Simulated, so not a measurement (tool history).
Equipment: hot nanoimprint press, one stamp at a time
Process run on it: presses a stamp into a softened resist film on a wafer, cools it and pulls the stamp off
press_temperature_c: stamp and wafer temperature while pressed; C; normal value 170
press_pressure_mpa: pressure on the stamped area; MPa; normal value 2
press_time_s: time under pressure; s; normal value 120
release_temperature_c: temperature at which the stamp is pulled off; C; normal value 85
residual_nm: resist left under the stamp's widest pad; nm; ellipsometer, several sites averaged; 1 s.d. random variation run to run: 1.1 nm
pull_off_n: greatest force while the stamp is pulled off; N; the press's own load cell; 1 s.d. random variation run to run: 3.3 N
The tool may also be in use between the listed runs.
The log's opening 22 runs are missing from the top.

run     day  press_temperature_c  press_pressure_mpa  press_time_s  release_temperature_c  hours of work since the thermocouple was calibrated  imprints on the stamp's release coat  hours of work since the press's seals were changed  residual_nm  pull_off_n
     47.438  -- plate thermocouple calibrated
     48.658  -- stamp cleaned and given a new release coat
 23  49.321                  161                1.58            64                     85                                                   20                                    61                                                 581        306.5         165
     51.058  -- press's hydraulic seals changed and the load cell set to zero
 24  52.279                  161                1.58            64                     85                                                   52                                   301                                                  15        308.6         180
 25  54.354                  161                1.58            64                     85                                                   78                                   491                                                  41        309.2         188
 26    56.5                  166                2.64           188                     77                                                  105                                   687                                                  67        161.4         251
 27  58.683                  170                   2           120                     78                                                  131                                   887                                                  94        167.3         277
 28  61.038                  164                   2           120                     85                                                  160                                  1103                                                 123        242.4         236
 29  63.796                  165                2.86           120                     85                                                  194                                  1355                                                 157        201.3         253
     64.467  -- stamp cleaned and given a new release coat
 30  66.038                  165                2.86           120                     72                                                  219                                   143                                                 182        201.4         235

Predict each of these 3 candidate next runs independently; none follows another, all start after run 30:
  A  68.325                  169                   2           120                     82                                                  247                                   353                                                 210            ?           ?
  B  68.325                  170                   2            97                     85                                                  247                                   353                                                 210            ?           ?
  C  68.325                  160                1.34           120                     86                                                  247                                   353                                                 210            ?           ?

run  residual_nm  pull_off_n
  A        184.9         199
  B        187.9         186
  C        306.9         182
With the hidden condition removed and each run's random variation left untouched, the same runs would have given:
run  residual_nm  pull_off_n
  A        171.1         170
  B        174.2         158
  C        297.3         154

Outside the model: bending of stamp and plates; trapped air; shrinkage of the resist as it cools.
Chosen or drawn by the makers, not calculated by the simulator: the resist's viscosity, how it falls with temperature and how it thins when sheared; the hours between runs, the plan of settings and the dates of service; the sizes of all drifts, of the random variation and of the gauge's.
